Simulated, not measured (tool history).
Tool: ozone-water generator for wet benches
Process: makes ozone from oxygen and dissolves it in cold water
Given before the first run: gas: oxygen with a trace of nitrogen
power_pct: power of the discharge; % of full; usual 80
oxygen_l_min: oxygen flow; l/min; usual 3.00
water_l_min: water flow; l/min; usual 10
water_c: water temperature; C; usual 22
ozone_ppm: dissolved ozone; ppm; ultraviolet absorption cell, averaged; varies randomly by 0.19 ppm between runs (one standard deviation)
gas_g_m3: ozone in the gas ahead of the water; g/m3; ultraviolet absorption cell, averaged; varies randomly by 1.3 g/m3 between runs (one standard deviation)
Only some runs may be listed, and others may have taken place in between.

| run | hour | power_pct | oxygen_l_min | water_l_min | water_c | ozone_ppm | gas_g_m3 |
|---|---|---|---|---|---|---|---|
| 1 | 0.0 | 80 | 3.00 | 10 | 22 | 26.4 | 237.9 |
| 2 | 80.6 | 80 | 3.00 | 14 | 22 | 20.7 | 239.1 |
| 3 | 153.5 | 80 | 3.00 | 10 | 23 | 25.7 | 238.4 |
| 4 | 288.5 | 80 | 3.00 | 10 | 23 | 25.2 | 234.6 |
| 5 | 424.8 | 80 | 3.00 | 10 | 23 | 25.5 | 237.0 |
| 6 | 564.3 | 80 | 3.00 | 10 | 23 | 25.2 | 234.6 |
| 7 | 635.8 | 80 | 3.00 | 10 | 23 | 25.6 | 235.9 |
| 8 | 719.6 | 80 | 3.00 | 10 | 22 | 25.8 | 232.2 |
| 9 | 811.3 | 80 | 3.00 | 10 | 22 | 25.7 | 234.3 |
| 10 | 938.3 | 80 | 3.00 | 10 | 22 | 25.3 | 235.0 |
| 11 | 1003.2 | 80 | 3.00 | 10 | 22 | 25.5 | 235.6 |
| 12 | 1082.0 | 80 | 3.00 | 10 | 22 | 26.0 | 235.8 |
| 13 | 1173.3 | 80 | 3.00 | 10 | 22 | 25.8 | 234.4 |
| 14 | 1265.5 | 80 | 3.00 | 10 | 21 | 25.9 | 232.6 |
| 15 | 1373.0 | 80 | 3.00 | 10 | 21 | 25.8 | 234.8 |
| 16 | 1432.7 | 80 | 4.72 | 14 | 21 | 21.7 | 196.0 |
| 17 | 1537.4 | 80 | 3.00 | 12 | 20 | 22.8 | 230.6 |
| 18 | 1651.4 | 47 | 3.00 | 8 | 22 | 19.5 | 155.3 |
| 19 | 1733.1 | 78 | 2.72 | 11 | 17 | 24.6 | 235.3 |
| 20 | 1847.0 | 45 | 2.90 | 11 | 17 | 16.6 | 151.7 |
| 21 | 1977.0 | 99 | 3.17 | 14 | 18 | 24.5 | 264.9 |
| 22 | 2067.1 | 99 | 3.17 | 14 | 18 | 24.6 | 263.2 |
| 23 | 2188.9 | 46 | 3.64 | 10 | 22 | 16.9 | 142.3 |
| 24 | 2301.4 | 46 | 3.64 | 10 | 22 | 16.8 | 142.3 |
| 25 | 2381.7 | 46 | 1.97 | 10 | 15 | 16.8 | 177.2 |
| 26 | 2526.2 | 80 | 4.57 | 10 | 22 | 25.5 | 196.0 |

Predict each of these 4 candidate next runs independently; none follows another, all start after run 26:
| A | 2625.1 | 80 | 1.91 | 10 | 22 | ? | ? |
| B | 2625.1 | 83 | 4.57 | 12 | 16 | ? | ? |
| C | 2625.1 | 64 | 4.57 | 10 | 22 | ? | ? |
| D | 2625.1 | 80 | 1.89 | 12 | 22 | ? | ? |

| run | ozone_ppm | gas_g_m3 |
|---|---|---|
| A | 22.6 | 268.1 |
| B | 25.9 | 201.4 |
| C | 21.7 | 167.9 |
| D | 19.5 | 267.1 |
With no hidden state in the tool, these same runs would have given:
| run | ozone_ppm | gas_g_m3 |
|---|---|---|
| A | 25.3 | 288.3 |
| B | 29.1 | 216.9 |
| C | 24.0 | 178.5 |
| D | 21.9 | 287.3 |
